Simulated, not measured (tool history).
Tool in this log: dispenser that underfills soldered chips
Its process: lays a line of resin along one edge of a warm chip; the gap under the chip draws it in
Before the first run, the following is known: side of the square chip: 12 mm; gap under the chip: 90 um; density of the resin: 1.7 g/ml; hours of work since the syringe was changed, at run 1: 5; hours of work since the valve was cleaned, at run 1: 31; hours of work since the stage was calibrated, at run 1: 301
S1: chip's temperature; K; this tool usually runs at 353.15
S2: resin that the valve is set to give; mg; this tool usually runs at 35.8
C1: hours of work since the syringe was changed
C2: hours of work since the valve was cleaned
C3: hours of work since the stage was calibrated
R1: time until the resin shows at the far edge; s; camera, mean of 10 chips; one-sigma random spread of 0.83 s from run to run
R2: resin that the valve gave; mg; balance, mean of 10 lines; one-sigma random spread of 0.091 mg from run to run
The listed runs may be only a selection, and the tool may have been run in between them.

run 1 day=0 | S1=353.15 S2=35.8 | C1=5 C2=31 C3=301 | R1=93 R2=35.3
-- day=0.254 new syringe of resin
run 2 day=0.325 | S1=353.15 S2=35.8 | C1=1 C2=37 C3=307 | R1=79.1 R2=35.08
run 3 day=0.708 | S1=353.15 S2=35.8 | C1=9 C2=44 C3=315 | R1=107.3 R2=35.1
-- day=0.775 new syringe of resin
-- day=1.283 new syringe of resin
run 4 day=1.308 | S1=353.15 S2=35.8 | C1=0 C2=55 C3=326 | R1=75 R2=34.97
-- day=1.479 dispensing valve cleaned and set on the balance
run 5 day=1.65 | S1=353.15 S2=35.8 | C1=6 C2=3 C3=331 | R1=95.4 R2=35.83
-- day=1.833 new syringe of resin
-- day=2.362 new syringe of resin
run 6 day=2.383 | S1=353.15 S2=35.8 | C1=0 C2=17 C3=345 | R1=74.7 R2=35.47
-- day=2.879 new syringe of resin
run 7 day=2.9 | S1=353.15 S2=39.6 | C1=0 C2=26 C3=355 | R1=74 R2=39.06
-- day=3.4 new syringe of resin
run 8 day=3.612 | S1=358.15 S2=35.8 | C1=4 C2=40 C3=368 | R1=72.6 R2=35.17
-- day=3.946 new syringe of resin
run 9 day=4.204 | S1=353.15 S2=44.6 | C1=5 C2=51 C3=379 | R1=88.4 R2=43.67
-- day=4.475 new syringe of resin
-- day=4.621 dispensing valve cleaned and set on the balance
run 10 day=4.812 | S1=353.15 S2=44.6 | C1=6 C2=4 C3=390 | R1=92.5 R2=44.52
-- day=5.029 new syringe of resin
run 11 day=5.467 | S1=353.15 S2=35.8 | C1=8 C2=16 C3=402 | R1=103.1 R2=35.35
-- day=5.538 new syringe of resin
-- day=6.05 new syringe of resin
run 12 day=6.05 | S1=362.15 S2=35.8 | C1=0 C2=27 C3=413 | R1=54.3 R2=35.34
-- day=6.583 new syringe of resin
run 13 day=6.588 | S1=364.15 S2=35.8 | C1=0 C2=37 C3=423 | R1=49.5 R2=35.22
-- day=7.108 new syringe of resin
run 14 day=7.25 | S1=364.15 S2=35.8 | C1=3 C2=49 C3=435 | R1=56 R2=34.88
-- day=7.667 new syringe of resin
-- day=7.762 dispensing valve cleaned and set on the balance
run 15 day=7.854 | S1=364.15 S2=35.8 | C1=3 C2=2 C3=446 | R1=56.4 R2=35.66
-- day=8.238 new syringe of resin
run 16 day=8.408 | S1=365.15 S2=35.8 | C1=3 C2=12 C3=456 | R1=54.8 R2=35.47
-- day=8.758 new syringe of resin
run 17 day=8.762 | S1=356.15 S2=32.6 | C1=0 C2=19 C3=463 | R1=63.7 R2=32.25
run 18 day=9.154 | S1=351.15 S2=46.1 | C1=8 C2=26 C3=470 | R1=104.5 R2=45.51
-- day=9.267 new syringe of resin
run 19 day=9.475 | S1=341.15 S2=31.8 | C1=4 C2=32 C3=476 | R1=139.2 R2=31.34
-- day=9.808 new syringe of resin
run 20 day=9.988 | S1=341.15 S2=31.8 | C1=3 C2=42 C3=486 | R1=135.2 R2=31.18
-- day=10.371 new syringe of resin
run 21 day=10.712 | S1=344.15 S2=34.3 | C1=7 C2=55 C3=499 | R1=133.8 R2=33.4
-- day=10.875 dispensing valve cleaned and set on the balance
-- day=10.942 new syringe of resin
run 22 day=11.233 | S1=350.15 S2=41.9 | C1=6 C2=7 C3=508 | R1=100.6 R2=41.76
-- day=11.462 new syringe of resin
run 23 day=11.921 | S1=357.15 S2=44.1 | C1=9 C2=20 C3=521 | R1=91.7 R2=43.77

What will run 24 give?
-- day=12 new syringe of resin
-- day=12.525 new syringe of resin
run 24 day=12.642 | S1=357.15 S2=44.1 | C1=2 C2=33 C3=535 | R1=? R2=?

R1: 68.1 s
R2: 43.31 mg
On a tool with no hidden condition, and with the same random variation, this run would have come out at R1 66.4 s, R2 43.98 mg.

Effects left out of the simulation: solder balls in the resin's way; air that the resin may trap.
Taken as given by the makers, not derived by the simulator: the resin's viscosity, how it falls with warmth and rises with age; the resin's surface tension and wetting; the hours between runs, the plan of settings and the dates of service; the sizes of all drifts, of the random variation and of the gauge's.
